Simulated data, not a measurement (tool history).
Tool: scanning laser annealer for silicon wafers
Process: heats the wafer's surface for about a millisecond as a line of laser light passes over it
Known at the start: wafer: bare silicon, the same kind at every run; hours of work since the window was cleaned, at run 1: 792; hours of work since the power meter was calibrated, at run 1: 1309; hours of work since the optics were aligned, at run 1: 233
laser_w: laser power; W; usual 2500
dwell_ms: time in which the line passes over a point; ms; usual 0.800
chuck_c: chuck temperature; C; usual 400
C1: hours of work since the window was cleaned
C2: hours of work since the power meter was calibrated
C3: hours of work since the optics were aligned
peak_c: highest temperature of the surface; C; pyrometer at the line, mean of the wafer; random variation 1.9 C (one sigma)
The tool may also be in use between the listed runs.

{"run": 1, "hour": 0.0, "laser_w": 2500, "dwell_ms": 0.8, "chuck_c": 400, "C1": 792, "C2": 1309, "C3": 233, "peak_c": 1084}
{"run": 2, "hour": 98.5, "laser_w": 2500, "dwell_ms": 0.8, "chuck_c": 400, "C1": 855, "C2": 1372, "C3": 295, "peak_c": 1082}
{"run": 3, "hour": 179.6, "laser_w": 2500, "dwell_ms": 0.8, "chuck_c": 400, "C1": 906, "C2": 1423, "C3": 347, "peak_c": 1074}
{"hour": 259.6, "done": "window over the wafer cleaned"}
{"run": 4, "hour": 282.6, "laser_w": 2500, "dwell_ms": 0.8, "chuck_c": 400, "C1": 15, "C2": 1487, "C3": 410, "peak_c": 1117}
{"run": 5, "hour": 329.7, "laser_w": 2500, "dwell_ms": 0.8, "chuck_c": 400, "C1": 44, "C2": 1517, "C3": 440, "peak_c": 1116}
{"run": 6, "hour": 373.5, "laser_w": 2500, "dwell_ms": 0.8, "chuck_c": 400, "C1": 72, "C2": 1545, "C3": 468, "peak_c": 1113}
{"run": 7, "hour": 471.7, "laser_w": 2500, "dwell_ms": 0.8, "chuck_c": 400, "C1": 134, "C2": 1607, "C3": 530, "peak_c": 1112}
{"run": 8, "hour": 575.8, "laser_w": 2500, "dwell_ms": 0.8, "chuck_c": 400, "C1": 200, "C2": 1673, "C3": 596, "peak_c": 1106}
{"run": 9, "hour": 626.0, "laser_w": 2500, "dwell_ms": 0.8, "chuck_c": 400, "C1": 232, "C2": 1705, "C3": 628, "peak_c": 1109}
{"run": 10, "hour": 693.3, "laser_w": 2500, "dwell_ms": 0.8, "chuck_c": 400, "C1": 275, "C2": 1747, "C3": 671, "peak_c": 1102}
{"run": 11, "hour": 791.3, "laser_w": 2500, "dwell_ms": 0.8, "chuck_c": 400, "C1": 337, "C2": 1809, "C3": 733, "peak_c": 1100}
{"run": 12, "hour": 878.7, "laser_w": 2500, "dwell_ms": 0.8, "chuck_c": 400, "C1": 392, "C2": 1865, "C3": 788, "peak_c": 1095}
{"run": 13, "hour": 975.0, "laser_w": 2500, "dwell_ms": 0.8, "chuck_c": 400, "C1": 453, "C2": 1926, "C3": 849, "peak_c": 1091}
{"run": 14, "hour": 1035.8, "laser_w": 2500, "dwell_ms": 0.809, "chuck_c": 400, "C1": 492, "C2": 1964, "C3": 888, "peak_c": 1095}
{"run": 15, "hour": 1137.3, "laser_w": 2500, "dwell_ms": 0.8, "chuck_c": 392, "C1": 556, "C2": 2028, "C3": 952, "peak_c": 1077}
{"run": 16, "hour": 1233.8, "laser_w": 2500, "dwell_ms": 0.8, "chuck_c": 392, "C1": 617, "C2": 2090, "C3": 1013, "peak_c": 1071}
{"run": 17, "hour": 1307.9, "laser_w": 2505, "dwell_ms": 0.8, "chuck_c": 400, "C1": 664, "C2": 2137, "C3": 1060, "peak_c": 1082}
{"run": 18, "hour": 1407.2, "laser_w": 2505, "dwell_ms": 0.8, "chuck_c": 387, "C1": 727, "C2": 2199, "C3": 1123, "peak_c": 1063}
{"run": 19, "hour": 1460.6, "laser_w": 2505, "dwell_ms": 0.8, "chuck_c": 387, "C1": 761, "C2": 2233, "C3": 1157, "peak_c": 1063}
{"run": 20, "hour": 1530.1, "laser_w": 2505, "dwell_ms": 0.8, "chuck_c": 387, "C1": 805, "C2": 2277, "C3": 1201, "peak_c": 1060}
{"run": 21, "hour": 1598.0, "laser_w": 2228, "dwell_ms": 0.8, "chuck_c": 361, "C1": 848, "C2": 2320, "C3": 1244, "peak_c": 946}
{"run": 22, "hour": 1688.9, "laser_w": 2288, "dwell_ms": 0.714, "chuck_c": 400, "C1": 905, "C2": 2378, "C3": 1301, "peak_c": 963}
{"hour": 1769.5, "done": "window over the wafer cleaned"}
{"run": 23, "hour": 1771.8, "laser_w": 2288, "dwell_ms": 0.946, "chuck_c": 440, "C1": 1, "C2": 2429, "C3": 1352, "peak_c": 1150}
{"run": 24, "hour": 1870.6, "laser_w": 2373, "dwell_ms": 0.833, "chuck_c": 400, "C1": 64, "C2": 2492, "C3": 1415, "peak_c": 1083}
{"hour": 1904.7, "done": "optics aligned, line set to its width"}
{"run": 25, "hour": 1945.9, "laser_w": 2500, "dwell_ms": 0.586, "chuck_c": 431, "C1": 109, "C2": 2536, "C3": 26, "peak_c": 1029}
{"run": 26, "hour": 2042.0, "laser_w": 2500, "dwell_ms": 0.586, "chuck_c": 431, "C1": 169, "C2": 2597, "C3": 87, "peak_c": 1023}
{"run": 27, "hour": 2122.4, "laser_w": 2198, "dwell_ms": 0.8, "chuck_c": 436, "C1": 220, "C2": 2648, "C3": 138, "peak_c": 1044}
{"run": 28, "hour": 2182.4, "laser_w": 2198, "dwell_ms": 0.8, "chuck_c": 436, "C1": 258, "C2": 2686, "C3": 176, "peak_c": 1038}
{"run": 29, "hour": 2234.9, "laser_w": 2748, "dwell_ms": 0.8, "chuck_c": 362, "C1": 292, "C2": 2719, "C3": 209, "peak_c": 1145}
{"run": 30, "hour": 2297.3, "laser_w": 2227, "dwell_ms": 0.91, "chuck_c": 367, "C1": 331, "C2": 2759, "C3": 249, "peak_c": 1027}
{"run": 31, "hour": 2341.5, "laser_w": 2509, "dwell_ms": 0.598, "chuck_c": 418, "C1": 359, "C2": 2787, "C3": 277, "peak_c": 1014}
{"run": 32, "hour": 2429.8, "laser_w": 2509, "dwell_ms": 0.598, "chuck_c": 418, "C1": 415, "C2": 2843, "C3": 333, "peak_c": 1011}
{"run": 33, "hour": 2512.9, "laser_w": 2509, "dwell_ms": 0.598, "chuck_c": 418, "C1": 468, "C2": 2895, "C3": 385, "peak_c": 1009}
{"run": 34, "hour": 2572.6, "laser_w": 2577, "dwell_ms": 0.979, "chuck_c": 429, "C1": 506, "C2": 2933, "C3": 423, "peak_c": 1229}
{"run": 35, "hour": 2657.5, "laser_w": 2207, "dwell_ms": 0.979, "chuck_c": 395, "C1": 559, "C2": 2987, "C3": 477, "peak_c": 1064}
{"run": 36, "hour": 2750.3, "laser_w": 2207, "dwell_ms": 0.979, "chuck_c": 395, "C1": 618, "C2": 3046, "C3": 536, "peak_c": 1055}
{"run": 37, "hour": 2834.9, "laser_w": 2207, "dwell_ms": 0.723, "chuck_c": 395, "C1": 672, "C2": 3099, "C3": 589, "peak_c": 949}
{"run": 38, "hour": 2907.9, "laser_w": 2501, "dwell_ms": 0.8, "chuck_c": 436, "C1": 718, "C2": 3146, "C3": 635, "peak_c": 1111}
{"run": 39, "hour": 2965.8, "laser_w": 2360, "dwell_ms": 0.835, "chuck_c": 395, "C1": 755, "C2": 3182, "C3": 672, "peak_c": 1039}

Some steps in peak_c between neighbouring runs. How much of each would the tool show without its hidden state too (settings, what came in, random variation), and how much is left for the hidden state, with any gauge scatter that isn't in both results?
The hidden state here: light that passes the window, % of a clean one's; laser's true power over the reading, %; width of the line over the set one, %; drift of the gauge itself on peak_c, C.
Run 3 -> 4: window over the wafer cleaned. peak_c +43 C: hidden state +43, all else +0.
Run 22 -> 23: dwell_ms 0.714 -> 0.946, chuck_c 400 -> 440, window over the wafer cleaned. peak_c +187 C: hidden state +37, all else +150.
Run 33 -> 34: laser_w 2509 -> 2577, dwell_ms 0.598 -> 0.979, chuck_c 418 -> 429. peak_c +220 C: hidden state -15, all else +235.
Run 34 -> 35: laser_w 2577 -> 2207, chuck_c 429 -> 395. peak_c -165 C: hidden state +5, all else -170.

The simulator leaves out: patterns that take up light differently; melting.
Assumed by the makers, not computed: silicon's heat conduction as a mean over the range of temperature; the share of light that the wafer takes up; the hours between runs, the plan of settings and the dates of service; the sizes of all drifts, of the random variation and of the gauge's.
